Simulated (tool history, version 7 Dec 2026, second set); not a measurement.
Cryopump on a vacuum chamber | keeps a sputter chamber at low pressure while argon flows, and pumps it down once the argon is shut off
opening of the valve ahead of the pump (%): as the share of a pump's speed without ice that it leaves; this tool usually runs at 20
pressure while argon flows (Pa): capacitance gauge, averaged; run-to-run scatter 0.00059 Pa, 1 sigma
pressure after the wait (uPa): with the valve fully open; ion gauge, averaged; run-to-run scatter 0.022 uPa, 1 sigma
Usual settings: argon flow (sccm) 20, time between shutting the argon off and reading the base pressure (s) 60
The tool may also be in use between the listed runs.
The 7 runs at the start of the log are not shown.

run	day	argon flow (sccm)	time between shutting the argon off and reading the base pressure (s)	opening of the valve ahead of the pump (%)	hours of work since the pump was warmed up and emptied	hours of work since the cold head was overhauled	hours of work since the chamber's fittings were tightened	pressure while argon flows (Pa)	pressure after the wait (uPa)
8	5.158	20	245	20	177	177	1949	0.0772	0.88
9	5.688	20	245	20	184	184	1956	0.0774	0.84
10	6.438	20	245	20	194	194	1966	0.0774	0.88
11	6.954	20	245	20	201	201	1973	0.0782	0.86
12	7.85	20	245	20	213	213	1985	0.0773	0.87
13	8.992	20	245	20	229	229	2001	0.0784	0.94
14	9.808	20	60	20	240	240	2012	0.0784	1.23
15	10.588	20	60	20	250	250	2022	0.0784	1.25
16	11.417	20	60	20	261	261	2033	0.0776	1.25
17	12.392	20	60	56	274	274	2046	0.0287	1.25
18	13.525	20	60	56	290	290	2061	0.028	1.29

Run 19 has not been measured yet. What should we expect?
19	14.733	20	60	56	306	306	2078	?	?

{"run 19": {"pressure while argon flows (Pa)": 0.0302, "pressure after the wait (uPa)": 1.25}}
If the tool had no hidden condition, the same run with the same run-to-run variation would have returned pressure while argon flows (Pa) 0.0285, pressure after the wait (uPa) 0.58.

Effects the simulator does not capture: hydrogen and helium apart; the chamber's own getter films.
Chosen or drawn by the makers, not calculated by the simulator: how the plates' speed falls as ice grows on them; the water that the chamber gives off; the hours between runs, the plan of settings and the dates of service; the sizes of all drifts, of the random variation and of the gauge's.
